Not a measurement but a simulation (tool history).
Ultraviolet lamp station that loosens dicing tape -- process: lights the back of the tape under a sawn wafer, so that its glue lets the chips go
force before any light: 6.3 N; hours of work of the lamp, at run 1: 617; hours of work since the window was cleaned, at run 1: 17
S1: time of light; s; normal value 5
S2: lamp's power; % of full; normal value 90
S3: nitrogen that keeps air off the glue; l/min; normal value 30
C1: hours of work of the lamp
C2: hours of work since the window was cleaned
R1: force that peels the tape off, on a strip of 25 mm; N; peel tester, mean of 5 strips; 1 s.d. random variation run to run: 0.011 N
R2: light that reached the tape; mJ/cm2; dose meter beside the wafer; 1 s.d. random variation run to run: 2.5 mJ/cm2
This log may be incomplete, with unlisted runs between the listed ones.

{"run": 1, "hour": 0.0, "S1": 5, "S2": 90, "S3": 30, "C1": 617, "C2": 17, "R1": 0.984, "R2": 206}
{"run": 2, "hour": 17.0, "S1": 5, "S2": 76, "S3": 30, "C1": 625, "C2": 24, "R1": 1.289, "R2": 169}
{"run": 3, "hour": 40.2, "S1": 5, "S2": 90, "S3": 30, "C1": 635, "C2": 35, "R1": 1.057, "R2": 200}
{"run": 4, "hour": 71.7, "S1": 5, "S2": 90, "S3": 30, "C1": 649, "C2": 49, "R1": 1.065, "R2": 196}
{"run": 5, "hour": 100.3, "S1": 5, "S2": 90, "S3": 30, "C1": 662, "C2": 62, "R1": 1.093, "R2": 199}
{"run": 6, "hour": 139.6, "S1": 5, "S2": 90, "S3": 30, "C1": 680, "C2": 79, "R1": 1.115, "R2": 194}
{"run": 7, "hour": 170.0, "S1": 5, "S2": 90, "S3": 30, "C1": 694, "C2": 93, "R1": 1.107, "R2": 189}
{"run": 8, "hour": 205.1, "S1": 5, "S2": 90, "S3": 30, "C1": 710, "C2": 109, "R1": 1.165, "R2": 190}
{"hour": 207.7, "done": "window cleaned of glue's vapour"}
{"hour": 225.7, "done": "lamp changed"}
{"run": 9, "hour": 236.4, "S1": 5, "S2": 90, "S3": 30, "C1": 5, "C2": 12, "R1": 0.493, "R2": 298}
{"run": 10, "hour": 254.1, "S1": 5, "S2": 90, "S3": 30, "C1": 13, "C2": 20, "R1": 0.47, "R2": 292}
{"run": 11, "hour": 293.7, "S1": 6, "S2": 77, "S3": 36, "C1": 31, "C2": 38, "R1": 0.393, "R2": 295}
{"run": 12, "hour": 328.7, "S1": 6, "S2": 77, "S3": 37, "C1": 46, "C2": 54, "R1": 0.39, "R2": 291}
{"run": 13, "hour": 363.7, "S1": 5, "S2": 95, "S3": 30, "C1": 62, "C2": 70, "R1": 0.451, "R2": 302}
{"run": 14, "hour": 402.1, "S1": 6, "S2": 95, "S3": 30, "C1": 79, "C2": 87, "R1": 0.296, "R2": 355}
{"hour": 417.3, "done": "window cleaned of glue's vapour, once more"}
{"run": 15, "hour": 419.3, "S1": 6, "S2": 95, "S3": 30, "C1": 87, "C2": 1, "R1": 0.297, "R2": 364}

What if the next run were any one of these 4? Each begins from the tool's condition after run 15:
{"run": "A", "hour": 443.8, "S1": 4, "S2": 95, "S3": 10, "C1": 98, "C2": 12, "R1": "?", "R2": "?"}
{"run": "B", "hour": 443.8, "S1": 7, "S2": 76, "S3": 13, "C1": 98, "C2": 12, "R1": "?", "R2": "?"}
{"run": "C", "hour": 443.8, "S1": 6, "S2": 95, "S3": 16, "C1": 98, "C2": 12, "R1": "?", "R2": "?"}
{"run": "D", "hour": 443.8, "S1": 5, "S2": 91, "S3": 30, "C1": 98, "C2": 12, "R1": "?", "R2": "?"}

run=A R1=1.681 R2=237
run=B R1=0.796 R2=338
run=C R1=0.565 R2=363
run=D R1=0.510 R2=288
Without the tool's unlogged condition, the same runs would have read:
run=A R1=1.555 R2=251
run=B R1=0.709 R2=357
run=C R1=0.498 R2=384
run=D R1=0.447 R2=304
